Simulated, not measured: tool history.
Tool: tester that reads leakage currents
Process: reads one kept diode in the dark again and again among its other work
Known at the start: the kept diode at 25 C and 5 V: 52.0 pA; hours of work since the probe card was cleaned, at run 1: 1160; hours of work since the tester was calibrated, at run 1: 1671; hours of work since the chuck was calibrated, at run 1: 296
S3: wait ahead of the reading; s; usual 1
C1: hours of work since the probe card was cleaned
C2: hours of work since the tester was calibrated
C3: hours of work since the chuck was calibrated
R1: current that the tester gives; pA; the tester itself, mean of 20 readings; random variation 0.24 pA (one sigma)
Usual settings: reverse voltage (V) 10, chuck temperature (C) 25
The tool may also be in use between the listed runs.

Run 1, hour 0: usual settings; C1 1160; C2 1671; C3 296. Result: R1 85.26 pA.
Run 2, hour 148.6: usual settings; C1 1233; C2 1745; C3 370. Result: R1 84.49 pA.
Run 3, hour 384.8: usual settings; C1 1350; C2 1862; C3 487. Result: R1 84.89 pA.
Run 4, hour 582.1: usual settings; C1 1448; C2 1960; C3 585. Result: R1 85.24 pA.
Run 5, hour 685.9: usual settings; C1 1499; C2 2011; C3 636. Result: R1 84.19 pA.
Run 6, hour 895.8: usual settings but chuck temperature (C) 33; C1 1603; C2 2115; C3 740. Result: R1 138.11 pA.
At hour 932.9: chuck's temperature calibrated.
Run 7, hour 1032.3: usual settings but chuck temperature (C) 33; C1 1670; C2 2181; C3 49. Result: R1 149.71 pA.
Run 8, hour 1158.7: usual settings but chuck temperature (C) 33; C1 1732; C2 2244; C3 112. Result: R1 148.27 pA.
Run 9, hour 1300.3: usual settings but chuck temperature (C) 24; C1 1802; C2 2314; C3 182. Result: R1 86.06 pA.
Run 10, hour 1477.9: usual settings but chuck temperature (C) 24; C1 1890; C2 2402; C3 270. Result: R1 85.44 pA.
Run 11, hour 1603.1: usual settings but chuck temperature (C) 24; C1 1952; C2 2464; C3 332. Result: R1 85.24 pA.
Run 12, hour 1793.1: usual settings but chuck temperature (C) 24; C1 2046; C2 2558; C3 426. Result: R1 84.94 pA.
Run 13, hour 1976.4: usual settings but chuck temperature (C) 24; C1 2137; C2 2649; C3 517. Result: R1 85.17 pA.
Run 14, hour 2081.3: usual settings but chuck temperature (C) 39; C1 2189; C2 2701; C3 568. Result: R1 208.19 pA.
At hour 2163.3: probe card cleaned and baked.
Run 15, hour 2322.9: usual settings but chuck temperature (C) 39; C1 79; C2 2819; C3 687. Result: R1 189.28 pA.
At hour 2481: chuck's temperature calibrated.
Run 16, hour 2515.7: usual settings but chuck temperature (C) 39; C1 173; C2 2913; C3 17. Result: R1 205.13 pA.
Run 17, hour 2725.1: usual settings but chuck temperature (C) 39, S3 4.62 s; C1 277; C2 3017; C3 121. Result: R1 203.09 pA.
Run 18, hour 2958.6: usual settings but chuck temperature (C) 31, S3 0.79 s; C1 393; C2 3132; C3 236. Result: R1 119.76 pA.
At hour 3078.6: tester calibrated.
Run 19, hour 3104.5: usual settings but chuck temperature (C) 31, S3 0.79 s; C1 464; C2 13; C3 308. Result: R1 119.06 pA.
Run 20, hour 3297.2: usual settings but reverse voltage (V) 3.3, chuck temperature (C) 33, S3 0.83 s; C1 559; C2 108; C3 403. Result: R1 71.1 pA.
Run 21, hour 3511.3: usual settings but reverse voltage (V) 1.4, chuck temperature (C) 33, S3 1.53 s; C1 665; C2 214; C3 509. Result: R1 42.97 pA.
Run 22, hour 3690.5: usual settings but reverse voltage (V) 1.4, chuck temperature (C) 33, S3 1.53 s; C1 754; C2 303; C3 598. Result: R1 42.46 pA.
Run 23, hour 3818.3: usual settings but reverse voltage (V) 1.4, chuck temperature (C) 33, S3 1.53 s; C1 817; C2 366; C3 661. Result: R1 42.35 pA.
Run 24, hour 4006.9: usual settings but reverse voltage (V) 1.4, chuck temperature (C) 33, S3 3.79 s; C1 911; C2 459; C3 754. Result: R1 41.69 pA.
At hour 4020.4: chuck's temperature calibrated.
Run 25, hour 4249.4: usual settings but reverse voltage (V) 1.4, chuck temperature (C) 33, S3 4.07 s; C1 1030; C2 579; C3 113. Result: R1 45.51 pA.
Run 26, hour 4355.3: usual settings but reverse voltage (V) 1.4, chuck temperature (C) 34, S3 1.83 s; C1 1082; C2 631; C3 166. Result: R1 48.95 pA.
Run 27, hour 4539.9: usual settings but reverse voltage (V) 3.2, chuck temperature (C) 24, S3 2.6 s; C1 1173; C2 722; C3 257. Result: R1 39.32 pA.
Run 28, hour 4794.2: usual settings but reverse voltage (V) 6.4, chuck temperature (C) 26, S3 3.6 s; C1 1299; C2 848; C3 383. Result: R1 67.38 pA.
Run 29, hour 4982.1: usual settings but reverse voltage (V) 3.7, chuck temperature (C) 46, S3 0.67 s; C1 1392; C2 941; C3 476. Result: R1 180.36 pA.
Run 30, hour 5156.9: usual settings but chuck temperature (C) 59, S3 0.3 s; C1 1479; C2 1028; C3 563. Result: R1 703.78 pA.
Run 31, hour 5341.4: usual settings but chuck temperature (C) 59, S3 0.3 s; C1 1570; C2 1119; C3 654. Result: R1 701.27 pA.
Run 32, hour 5516.8: usual settings but reverse voltage (V) 3.1; C1 1657; C2 1206; C3 741. Result: R1 40.25 pA.
At hour 5562.9: chuck's temperature calibrated.
Run 33, hour 5637.3: usual settings but reverse voltage (V) 16.7, chuck temperature (C) 38; C1 1716; C2 1265; C3 37. Result: R1 282.81 pA.

5 ways to go on from here, each from the tool as it stands after run 33. What would each give?
Run A, hour 5824.8: usual settings but chuck temperature (C) 26, S3 8.17 s; C1 1808; C2 1357; C3 130. Result: R1 ?.
Run B, hour 5824.8: usual settings but reverse voltage (V) 5; C1 1808; C2 1357; C3 130. Result: R1 ?.
Run C, hour 5824.8: usual settings but reverse voltage (V) 6.9, chuck temperature (C) 38; C1 1808; C2 1357; C3 130. Result: R1 ?.
Run D, hour 5824.8: usual settings but chuck temperature (C) 38, S3 3.91 s; C1 1808; C2 1357; C3 130. Result: R1 ?.
Run E, hour 5824.8: usual settings but reverse voltage (V) 5.1, chuck temperature (C) 27, S3 0.58 s; C1 1808; C2 1357; C3 130. Result: R1 ?.

run      R1
  A   95.22
  B   59.28
  C  164.67
  D  203.06
  E   68.89
Without the tool's hidden state the same runs would have given:
run      R1
  A   83.11
  B   53.42
  C  157.93
  D  192.72
  E   63.07

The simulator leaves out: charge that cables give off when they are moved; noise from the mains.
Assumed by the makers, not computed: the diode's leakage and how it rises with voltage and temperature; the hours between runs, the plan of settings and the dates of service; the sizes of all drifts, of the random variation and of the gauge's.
